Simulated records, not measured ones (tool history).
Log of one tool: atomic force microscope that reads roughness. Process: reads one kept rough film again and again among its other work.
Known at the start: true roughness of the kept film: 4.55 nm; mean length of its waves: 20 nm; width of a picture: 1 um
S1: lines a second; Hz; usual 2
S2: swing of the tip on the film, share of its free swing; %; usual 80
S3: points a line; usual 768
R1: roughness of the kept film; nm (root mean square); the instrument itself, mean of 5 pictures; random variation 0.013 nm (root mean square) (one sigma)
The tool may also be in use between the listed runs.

run	hour	S1	S2	S3	R1
1	0	2	80	768	2.844
2	40	2	80	303	2.266
3	107.5	2	80	582	2.876
4	168.4	3.62	80	768	2.483
5	223.7	2	80	768	2.869
6	286.2	2	80	768	2.701
7	352.2	2	80	768	2.535
8	401.8	2.13	79	508	2.489
9	438.6	1.42	73	448	3.114
10	491.8	1.42	73	448	3.099
11	527.3	1.42	73	448	2.477
12	563	1.42	77	492	2.742

Taken out of this log: 11 entries between the listed runs. Where each belongs, and how the hidden state differs across it:
Between runs 2 and 3: new tip fitted (hour 46); new tip fitted (hour 99.6)
  radius of the tip, nm: 13.9 -> 7; height scale over the true one, %: -0.82 -> -0.85
  measured less the result without the state, R1: -0.762 -> -0.233 nm (root mean square)
Between runs 3 and 4: new tip fitted (hour 154.9)
  radius of the tip, nm: 7 -> 7.6; height scale over the true one, %: -0.85 -> -0.88
  measured less the result without the state, R1: -0.233 -> -0.259 nm (root mean square)
Between runs 4 and 5: height scale calibrated on a step standard (hour 188); new tip fitted (hour 210.8)
  radius of the tip, nm: 7.6 -> 7.4; height scale over the true one, %: -0.88 -> 0.02
  measured less the result without the state, R1: -0.259 -> -0.247 nm (root mean square)
Between runs 5 and 6: new tip fitted (hour 265)
  radius of the tip, nm: 7.4 -> 9.1; height scale over the true one, %: 0.02 -> -0.01
  measured less the result without the state, R1: -0.247 -> -0.407 nm (root mean square)
Between runs 6 and 7: new tip fitted (hour 320.1)
  radius of the tip, nm: 9.1 -> 11.5; height scale over the true one, %: -0.01 -> -0.04
  measured less the result without the state, R1: -0.407 -> -0.603 nm (root mean square)
Between runs 7 and 8: new tip fitted (hour 372.1)
  radius of the tip, nm: 11.5 -> 11.4; height scale over the true one, %: -0.04 -> -0.06
  measured less the result without the state, R1: -0.603 -> -0.585 nm (root mean square)
Between runs 8 and 9: new tip fitted (hour 426.5)
  radius of the tip, nm: 11.4 -> 7.1; height scale over the true one, %: -0.06 -> -0.08
  measured less the result without the state, R1: -0.585 -> -0.248 nm (root mean square)
Between runs 9 and 10: new tip fitted (hour 481.3)
  radius of the tip, nm: 7.1 -> 7.2; height scale over the true one, %: -0.08 -> -0.11
  measured less the result without the state, R1: -0.248 -> -0.255 nm (root mean square)
Between runs 11 and 12: new tip fitted (hour 534.9)
  radius of the tip, nm: 14.4 -> 10.5; height scale over the true one, %: -0.12 -> -0.14
  measured less the result without the state, R1: -0.857 -> -0.554 nm (root mean square)
